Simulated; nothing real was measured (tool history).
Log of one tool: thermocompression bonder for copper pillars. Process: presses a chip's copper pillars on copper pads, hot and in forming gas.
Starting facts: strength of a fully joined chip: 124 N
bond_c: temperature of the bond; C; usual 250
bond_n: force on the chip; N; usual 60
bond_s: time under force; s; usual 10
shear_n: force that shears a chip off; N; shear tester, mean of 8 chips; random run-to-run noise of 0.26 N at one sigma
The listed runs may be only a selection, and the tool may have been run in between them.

| run | hour | bond_c | bond_n | bond_s | shear_n |
|---|---|---|---|---|---|
| 1 | 0.0 | 250 | 60 | 10 | 48.2 |
| 2 | 16.3 | 250 | 77 | 10 | 58.1 |
| 3 | 26.4 | 233 | 77 | 10 | 47.9 |
| 4 | 38.8 | 233 | 77 | 10 | 48.0 |
| 5 | 54.4 | 250 | 48 | 10 | 41.0 |
| 6 | 61.8 | 250 | 48 | 10 | 40.8 |
| 7 | 69.2 | 250 | 48 | 5 | 30.4 |
| 8 | 83.6 | 250 | 48 | 12 | 44.3 |
| 9 | 93.8 | 250 | 48 | 12 | 44.1 |
| 10 | 108.7 | 250 | 60 | 10 | 48.2 |
| 11 | 118.9 | 250 | 60 | 10 | 48.1 |
| 12 | 129.5 | 250 | 60 | 10 | 48.3 |
| 13 | 143.1 | 250 | 60 | 10 | 48.5 |
|  | 159.2 | forming gas filter changed |
| 14 | 159.2 | 250 | 38 | 10 | 33.6 |
| 15 | 175.0 | 250 | 38 | 10 | 33.7 |
| 16 | 185.5 | 250 | 54 | 10 | 44.2 |
| 17 | 200.0 | 238 | 60 | 10 | 41.6 |
| 18 | 208.4 | 238 | 60 | 10 | 41.0 |
| 19 | 220.8 | 238 | 60 | 10 | 41.6 |
| 20 | 227.8 | 238 | 60 | 10 | 41.5 |
| 21 | 238.4 | 238 | 60 | 10 | 41.3 |
| 22 | 254.3 | 221 | 76 | 10 | 40.0 |
| 23 | 268.8 | 227 | 60 | 10 | 36.0 |
| 24 | 276.7 | 227 | 43 | 10 | 27.2 |
| 25 | 287.2 | 227 | 43 | 10 | 27.4 |
| 26 | 301.4 | 227 | 43 | 10 | 27.3 |
| 27 | 313.2 | 279 | 73 | 16 | 82.5 |
| 28 | 322.6 | 279 | 73 | 16 | 82.6 |
| 29 | 336.5 | 279 | 73 | 16 | 82.5 |
| 30 | 344.2 | 279 | 73 | 16 | 82.4 |
| 31 | 354.7 | 254 | 52 | 21 | 59.2 |
|  | 361.5 | forming gas filter changed |
| 32 | 365.0 | 254 | 52 | 21 | 59.3 |
| 33 | 377.0 | 254 | 52 | 21 | 58.9 |
| 34 | 385.2 | 254 | 52 | 21 | 58.6 |
| 35 | 399.8 | 254 | 52 | 18 | 55.7 |
| 36 | 416.2 | 254 | 77 | 21 | 75.1 |
| 37 | 423.1 | 254 | 60 | 24 | 67.3 |
| 38 | 437.2 | 255 | 73 | 10 | 57.6 |
| 39 | 446.8 | 226 | 73 | 10 | 40.9 |

Below are 5 alternative next runs, each starting from the tool's condition after run 39. Predict each:
| A | 459.8 | 263 | 82 | 8 | ? |
| B | 459.8 | 273 | 81 | 10 | ? |
| C | 459.8 | 226 | 72 | 8 | ? |
| D | 459.8 | 248 | 38 | 10 | ? |
| E | 459.8 | 235 | 73 | 10 | ? |

| run | shear_n |
|---|---|
| A | 62.5 |
| B | 72.9 |
| C | 36.6 |
| D | 32.2 |
| E | 45.8 |
Take away the tool's hidden state, keep each run's random variation, and the runs would have read:
| run | shear_n |
|---|---|
| A | 64.3 |
| B | 75.0 |
| C | 37.7 |
| D | 33.2 |
| E | 47.1 |
